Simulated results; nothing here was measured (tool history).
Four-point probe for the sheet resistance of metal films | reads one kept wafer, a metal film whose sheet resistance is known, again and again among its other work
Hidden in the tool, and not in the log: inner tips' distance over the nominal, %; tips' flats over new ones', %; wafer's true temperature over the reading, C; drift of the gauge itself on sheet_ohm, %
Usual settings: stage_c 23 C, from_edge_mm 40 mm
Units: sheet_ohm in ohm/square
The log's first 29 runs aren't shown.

run,hour,stage_c,from_edge_mm,touches since the probe head was changed,hours of work since the stage's thermometer was calibrated,sheet_ohm
# hour 1315.5: stage's thermometer calibrated, once more
30,1328.5,21,10,44449,5,0.462285
31,1369.3,30,26,45816,22,0.461525
32,1423.3,23,7,47622,44,0.462826
33,1457.5,23,9,48767,58,0.462343
34,1523.0,30,40,50962,85,0.461105
35,1582.2,30,40,52943,110,0.461071
36,1627.4,30,30,54458,128,0.460943
37,1655.5,19,34,55398,140,0.461314
38,1716.0,31,34,57425,165,0.460887
39,1769.7,31,34,59223,187,0.460833
40,1827.8,26,40,61168,211,0.460824
41,1883.0,23,57,63015,234,0.460843
42,1944.2,30,28,65063,259,0.460556
43,2007.9,30,28,67198,285,0.460571
44,2065.0,20,40,69107,309,0.460821

Forecast each of these 5 alternatives for the next run:
A,2122.3,20,48,71029,332,?
B,2122.3,20,6,71029,332,?
C,2122.3,18,40,71029,332,?
D,2122.3,33,4,71029,332,?
E,2122.3,23,5,71029,332,?

run,sheet_ohm
A,0.460581
B,0.462318
C,0.460810
D,0.463857
E,0.462899
Without the tool's hidden state the same runs would have given:
run,sheet_ohm
A,0.464489
B,0.466240
C,0.464722
D,0.467776
E,0.466822
